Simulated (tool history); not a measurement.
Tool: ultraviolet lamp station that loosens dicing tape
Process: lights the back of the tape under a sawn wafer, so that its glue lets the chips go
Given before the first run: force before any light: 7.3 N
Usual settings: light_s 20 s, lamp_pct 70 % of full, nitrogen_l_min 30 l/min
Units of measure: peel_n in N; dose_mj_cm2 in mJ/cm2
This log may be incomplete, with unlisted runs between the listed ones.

{"run": 1, "hour": 0.0, "light_s": 20, "lamp_pct": 70, "nitrogen_l_min": 30, "peel_n": 0.806, "dose_mj_cm2": 351}
{"run": 2, "hour": 45.9, "light_s": 20, "lamp_pct": 70, "nitrogen_l_min": 30, "peel_n": 0.89, "dose_mj_cm2": 333}
{"run": 3, "hour": 77.0, "light_s": 28, "lamp_pct": 70, "nitrogen_l_min": 30, "peel_n": 0.522, "dose_mj_cm2": 451}
{"run": 4, "hour": 108.0, "light_s": 12, "lamp_pct": 70, "nitrogen_l_min": 30, "peel_n": 2.017, "dose_mj_cm2": 188}
{"hour": 131.0, "done": "lamp changed"}
{"run": 5, "hour": 131.0, "light_s": 20, "lamp_pct": 70, "nitrogen_l_min": 14, "peel_n": 0.861, "dose_mj_cm2": 471}
{"run": 6, "hour": 174.9, "light_s": 20, "lamp_pct": 70, "nitrogen_l_min": 14, "peel_n": 0.924, "dose_mj_cm2": 452}
{"run": 7, "hour": 204.5, "light_s": 20, "lamp_pct": 70, "nitrogen_l_min": 40, "peel_n": 0.461, "dose_mj_cm2": 429}
{"run": 8, "hour": 247.4, "light_s": 19, "lamp_pct": 63, "nitrogen_l_min": 13, "peel_n": 1.393, "dose_mj_cm2": 363}
{"hour": 275.6, "done": "window cleaned of glue's vapour"}
{"run": 9, "hour": 283.4, "light_s": 20, "lamp_pct": 61, "nitrogen_l_min": 30, "peel_n": 0.587, "dose_mj_cm2": 415}
{"run": 10, "hour": 319.5, "light_s": 17, "lamp_pct": 72, "nitrogen_l_min": 21, "peel_n": 0.829, "dose_mj_cm2": 405}
{"run": 11, "hour": 340.7, "light_s": 12, "lamp_pct": 76, "nitrogen_l_min": 24, "peel_n": 1.273, "dose_mj_cm2": 296}
{"run": 12, "hour": 382.9, "light_s": 12, "lamp_pct": 62, "nitrogen_l_min": 20, "peel_n": 2, "dose_mj_cm2": 232}
{"run": 13, "hour": 426.1, "light_s": 32, "lamp_pct": 62, "nitrogen_l_min": 20, "peel_n": 0.434, "dose_mj_cm2": 589}

4 options for the next run, each taken on its own from the tool as it stands now. Forecast them:
{"run": "A", "hour": 458.2, "light_s": 15, "lamp_pct": 67, "nitrogen_l_min": 20, "peel_n": "?", "dose_mj_cm2": "?"}
{"run": "B", "hour": 458.2, "light_s": 26, "lamp_pct": 63, "nitrogen_l_min": 32, "peel_n": "?", "dose_mj_cm2": "?"}
{"run": "C", "hour": 458.2, "light_s": 37, "lamp_pct": 96, "nitrogen_l_min": 32, "peel_n": "?", "dose_mj_cm2": "?"}
{"run": "D", "hour": 458.2, "light_s": 30, "lamp_pct": 70, "nitrogen_l_min": 10, "peel_n": "?", "dose_mj_cm2": "?"}

run=A peel_n=1.467 dose_mj_cm2=289
run=B peel_n=0.47 dose_mj_cm2=477
run=C peel_n=0.254 dose_mj_cm2=1026
run=D peel_n=0.662 dose_mj_cm2=601
With the hidden condition removed and each run's random variation left untouched, the same runs would have given:
run=A peel_n=0.994 dose_mj_cm2=369
run=B peel_n=0.329 dose_mj_cm2=609
run=C peel_n=0.25 dose_mj_cm2=1309
run=D peel_n=0.431 dose_mj_cm2=767

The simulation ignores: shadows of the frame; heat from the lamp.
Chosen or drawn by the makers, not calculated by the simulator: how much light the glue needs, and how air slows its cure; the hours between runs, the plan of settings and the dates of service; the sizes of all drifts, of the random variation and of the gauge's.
